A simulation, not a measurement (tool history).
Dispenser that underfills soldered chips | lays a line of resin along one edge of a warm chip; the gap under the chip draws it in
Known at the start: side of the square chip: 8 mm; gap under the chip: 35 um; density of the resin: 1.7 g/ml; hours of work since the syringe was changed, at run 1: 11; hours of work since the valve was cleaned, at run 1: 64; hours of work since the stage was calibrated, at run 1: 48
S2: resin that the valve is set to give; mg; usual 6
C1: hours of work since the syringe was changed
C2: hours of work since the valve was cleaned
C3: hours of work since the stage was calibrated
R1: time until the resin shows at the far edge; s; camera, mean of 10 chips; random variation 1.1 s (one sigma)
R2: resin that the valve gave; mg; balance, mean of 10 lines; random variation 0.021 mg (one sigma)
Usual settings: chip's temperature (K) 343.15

run 1 hour=0 | chip's_temperature_(K)=343.15 S2=6 | C1=11 C2=64 C3=48 | R1=278 R2=5.65
-- hour=0.8 new syringe of resin
run 2 hour=5.3 | chip's_temperature_(K)=343.15 S2=6 | C1=3 C2=68 C3=52 | R1=142.5 R2=5.63
run 3 hour=12 | chip's_temperature_(K)=343.15 S2=6 | C1=8 C2=73 C3=57 | R1=222.6 R2=5.64
-- hour=16.3 new syringe of resin
run 4 hour=18.2 | chip's_temperature_(K)=346.15 S2=6 | C1=1 C2=77 C3=61 | R1=104.1 R2=5.61
run 5 hour=25.2 | chip's_temperature_(K)=346.15 S2=6 | C1=7 C2=82 C3=66 | R1=168 R2=5.57
-- hour=31.8 dispensing valve cleaned and set on the balance
-- hour=32.6 new syringe of resin
run 6 hour=33 | chip's_temperature_(K)=346.15 S2=6.92 | C1=0 C2=1 C3=71 | R1=93.1 R2=6.96
run 7 hour=37.3 | chip's_temperature_(K)=330.15 S2=6.92 | C1=3 C2=4 C3=74 | R1=258.2 R2=6.91
run 8 hour=44.4 | chip's_temperature_(K)=330.15 S2=6.92 | C1=9 C2=9 C3=79 | R1=416.2 R2=6.88
-- hour=48.2 new syringe of resin
run 9 hour=49.5 | chip's_temperature_(K)=330.15 S2=6.92 | C1=1 C2=12 C3=83 | R1=206 R2=6.85
run 10 hour=54.6 | chip's_temperature_(K)=352.15 S2=6 | C1=5 C2=16 C3=87 | R1=105.5 R2=5.96
run 11 hour=61.4 | chip's_temperature_(K)=346.15 S2=6 | C1=10 C2=21 C3=92 | R1=217.8 R2=5.91
-- hour=63.5 new syringe of resin
run 12 hour=67.2 | chip's_temperature_(K)=346.15 S2=6 | C1=3 C2=25 C3=96 | R1=119.6 R2=5.9
run 13 hour=72.9 | chip's_temperature_(K)=338.15 S2=6 | C1=7 C2=29 C3=100 | R1=252.6 R2=5.86
-- hour=78.7 new syringe of resin
run 14 hour=80.6 | chip's_temperature_(K)=338.15 S2=6 | C1=1 C2=35 C3=105 | R1=150.9 R2=5.82
run 15 hour=83.9 | chip's_temperature_(K)=345.15 S2=6.46 | C1=4 C2=37 C3=108 | R1=136.4 R2=6.27
run 16 hour=91.4 | chip's_temperature_(K)=340.15 S2=6.46 | C1=9 C2=43 C3=113 | R1=281.7 R2=6.25
-- hour=93.8 new syringe of resin
run 17 hour=99.1 | chip's_temperature_(K)=354.15 S2=6.46 | C1=4 C2=48 C3=119 | R1=91.5 R2=6.19
run 18 hour=102.5 | chip's_temperature_(K)=356.15 S2=6.61 | C1=6 C2=51 C3=121 | R1=107.2 R2=6.36
-- hour=109 new syringe of resin
run 19 hour=110.1 | chip's_temperature_(K)=335.15 S2=5.58 | C1=1 C2=56 C3=126 | R1=169.5 R2=5.32
run 20 hour=114.3 | chip's_temperature_(K)=335.15 S2=5.58 | C1=4 C2=59 C3=129 | R1=225.1 R2=5.32
run 21 hour=120.9 | chip's_temperature_(K)=335.15 S2=5.58 | C1=9 C2=64 C3=134 | R1=348.5 R2=5.3
-- hour=124.1 new syringe of resin
run 22 hour=128.6 | chip's_temperature_(K)=335.15 S2=5.58 | C1=3 C2=69 C3=140 | R1=211.4 R2=5.24
run 23 hour=134.6 | chip's_temperature_(K)=335.15 S2=5.58 | C1=8 C2=74 C3=144 | R1=317.6 R2=5.23
-- hour=139.5 new syringe of resin
run 24 hour=140.9 | chip's_temperature_(K)=335.15 S2=5.58 | C1=1 C2=78 C3=148 | R1=168.6 R2=5.24
run 25 hour=144.2 | chip's_temperature_(K)=352.15 S2=7.68 | C1=3 C2=81 C3=151 | R1=97.1 R2=7.15

5 ways to go on from here, each from the tool as it stands after run 25. What would each give?
run A hour=148.2 | chip's_temperature_(K)=335.15 S2=6.48 | C1=6 C2=83 C3=154 | R1=? R2=?
run B hour=148.2 | chip's_temperature_(K)=349.15 S2=6.87 | C1=6 C2=83 C3=154 | R1=? R2=?
run C hour=148.2 | chip's_temperature_(K)=352.15 S2=5.22 | C1=6 C2=83 C3=154 | R1=? R2=?
run D hour=148.2 | chip's_temperature_(K)=345.15 S2=7.52 | C1=6 C2=83 C3=154 | R1=? R2=?
run E hour=148.2 | chip's_temperature_(K)=355.15 S2=6 | C1=6 C2=83 C3=154 | R1=? R2=?

run=A R1=262.1 R2=6.05
run=B R1=140.9 R2=6.39
run=C R1=131.2 R2=4.83
run=D R1=166.4 R2=7.01
run=E R1=109.8 R2=5.58
Without the tool's hidden state the same runs would have given:
run=A R1=143.9 R2=6.5
run=B R1=77.5 R2=6.87
run=C R1=71.7 R2=5.2
run=D R1=92 R2=7.53
run=E R1=60.4 R2=5.99
